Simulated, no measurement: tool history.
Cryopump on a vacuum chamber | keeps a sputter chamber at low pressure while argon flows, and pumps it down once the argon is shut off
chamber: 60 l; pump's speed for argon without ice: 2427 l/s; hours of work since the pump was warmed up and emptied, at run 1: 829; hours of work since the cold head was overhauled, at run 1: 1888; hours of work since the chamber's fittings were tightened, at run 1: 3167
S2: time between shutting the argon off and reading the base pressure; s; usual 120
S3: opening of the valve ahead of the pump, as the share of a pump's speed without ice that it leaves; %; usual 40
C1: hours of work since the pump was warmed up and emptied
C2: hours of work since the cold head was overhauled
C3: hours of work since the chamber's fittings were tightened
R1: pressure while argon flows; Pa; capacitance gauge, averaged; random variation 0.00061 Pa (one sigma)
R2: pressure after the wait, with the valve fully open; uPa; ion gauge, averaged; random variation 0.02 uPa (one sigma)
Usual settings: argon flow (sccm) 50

Run 1, hour 0.0: usual settings; C1 829; C2 1888; C3 3167. Result: R1 0.0931 Pa, R2 1.13 uPa.
Run 2, hour 39.6: usual settings; C1 858; C2 1917; C3 3196. Result: R1 0.0927 Pa, R2 1.12 uPa.
Run 3, hour 117.2: usual settings but argon flow (sccm) 46; C1 916; C2 1975; C3 3254. Result: R1 0.0862 Pa, R2 1.16 uPa.
Run 4, hour 198.0: usual settings but argon flow (sccm) 46; C1 975; C2 2034; C3 3313. Result: R1 0.0879 Pa, R2 1.19 uPa.
At hour 246.2: leaking fittings of the chamber tightened, without venting.
At hour 279.8: pump warmed up, emptied and cooled again.
Run 5, hour 284.6: usual settings but argon flow (sccm) 46; C1 4; C2 2093; C3 25. Result: R1 0.0796 Pa, R2 0.23 uPa.
Run 6, hour 368.6: usual settings but argon flow (sccm) 46; C1 65; C2 2155; C3 87. Result: R1 0.0811 Pa, R2 0.28 uPa.
Run 7, hour 408.7: usual settings but S3 18 %; C1 95; C2 2184; C3 116. Result: R1 0.1940 Pa, R2 0.30 uPa.
Run 8, hour 464.9: usual settings but S3 18 %; C1 136; C2 2226; C3 158. Result: R1 0.1953 Pa, R2 0.34 uPa.
Run 9, hour 544.3: usual settings but S3 18 %; C1 195; C2 2284; C3 216. Result: R1 0.1949 Pa, R2 0.30 uPa.
Run 10, hour 596.7: usual settings but S3 18 %; C1 234; C2 2323; C3 255. Result: R1 0.1944 Pa, R2 0.31 uPa.
Run 11, hour 659.0: usual settings but S3 18 %; C1 280; C2 2369; C3 301. Result: R1 0.1964 Pa, R2 0.36 uPa.
Run 12, hour 706.7: usual settings but S3 18 %; C1 315; C2 2404; C3 336. Result: R1 0.1975 Pa, R2 0.40 uPa.
Run 13, hour 747.0: usual settings but S2 30 s; C1 345; C2 2434; C3 366. Result: R1 0.0908 Pa, R2 0.70 uPa.
Run 14, hour 792.6: usual settings but argon flow (sccm) 22; C1 378; C2 2468; C3 399. Result: R1 0.0403 Pa, R2 0.37 uPa.
Run 15, hour 864.8: usual settings but argon flow (sccm) 22; C1 431; C2 2521; C3 453. Result: R1 0.0405 Pa, R2 0.42 uPa.
Run 16, hour 938.8: usual settings but argon flow (sccm) 22; C1 486; C2 2575; C3 507. Result: R1 0.0410 Pa, R2 0.39 uPa.
Run 17, hour 998.4: usual settings; C1 530; C2 2619; C3 551. Result: R1 0.0900 Pa, R2 0.41 uPa.

Forecast run 18:
Run 18, hour 1066.8: usual settings; C1 580; C2 2670; C3 602. Result: R1 ?, R2 ?.

Run 18 gave R1 0.0914 Pa, R2 0.45 uPa.
Without the tool's hidden state the same run would have given R1 0.0871 Pa, R2 0.27 uPa.
